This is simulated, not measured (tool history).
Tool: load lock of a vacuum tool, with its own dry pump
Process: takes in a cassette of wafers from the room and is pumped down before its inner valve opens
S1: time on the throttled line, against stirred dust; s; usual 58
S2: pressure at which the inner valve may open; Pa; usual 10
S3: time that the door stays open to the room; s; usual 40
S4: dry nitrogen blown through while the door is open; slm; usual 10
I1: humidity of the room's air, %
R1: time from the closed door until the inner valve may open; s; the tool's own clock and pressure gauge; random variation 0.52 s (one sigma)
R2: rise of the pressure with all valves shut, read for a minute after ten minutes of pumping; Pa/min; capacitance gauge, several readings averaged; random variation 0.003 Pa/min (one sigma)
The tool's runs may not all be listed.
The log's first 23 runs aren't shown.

run 24 hour=2065.2 | S1=58 S2=10 S3=40 S4=16 | I1=43.5 | R1=96.2 R2=0.108
run 25 hour=2191.5 | S1=58 S2=10 S3=40 S4=16 | I1=44.6 | R1=96.3 R2=0.116
run 26 hour=2286.2 | S1=58 S2=15 S3=40 S4=10 | I1=50.9 | R1=94.2 R2=0.13
run 27 hour=2395.8 | S1=68 S2=10 S3=40 S4=10 | I1=43.6 | R1=104.2 R2=0.126
run 28 hour=2489.5 | S1=68 S2=10 S3=40 S4=10 | I1=45 | R1=105.4 R2=0.129
run 29 hour=2606.7 | S1=71 S2=10 S3=25 S4=10 | I1=43.7 | R1=108.1 R2=0.114
run 30 hour=2673.3 | S1=58 S2=10 S3=99 S4=10 | I1=44.7 | R1=96.8 R2=0.166
run 31 hour=2784.2 | S1=82 S2=10 S3=227 S4=10 | I1=43.7 | R1=116 R2=0.226
run 32 hour=2876.1 | S1=51 S2=9 S3=122 S4=14 | I1=47 | R1=91.6 R2=0.182
run 33 hour=2974.1 | S1=46 S2=15 S3=39 S4=6 | I1=43.9 | R1=86.1 R2=0.148

4 ways to go on from here, each from the tool as it stands after run 33. What would each give?
run A hour=3067.3 | S1=39 S2=10 S3=40 S4=10 | I1=47.6 | R1=? R2=?
run B hour=3067.3 | S1=58 S2=14 S3=48 S4=24 | I1=44.9 | R1=? R2=?
run C hour=3067.3 | S1=46 S2=11 S3=39 S4=9 | I1=43.1 | R1=? R2=?
run D hour=3067.3 | S1=53 S2=18 S3=40 S4=10 | I1=42.2 | R1=? R2=?

run=A R1=84.1 R2=0.15
run=B R1=94.6 R2=0.137
run=C R1=87.2 R2=0.146
run=D R1=89.3 R2=0.144
Without the tool's hidden state the same runs would have given:
run=A R1=78.5 R2=0.054
run=B R1=90 R2=0.041
run=C R1=82.2 R2=0.049
run=D R1=84.7 R2=0.048
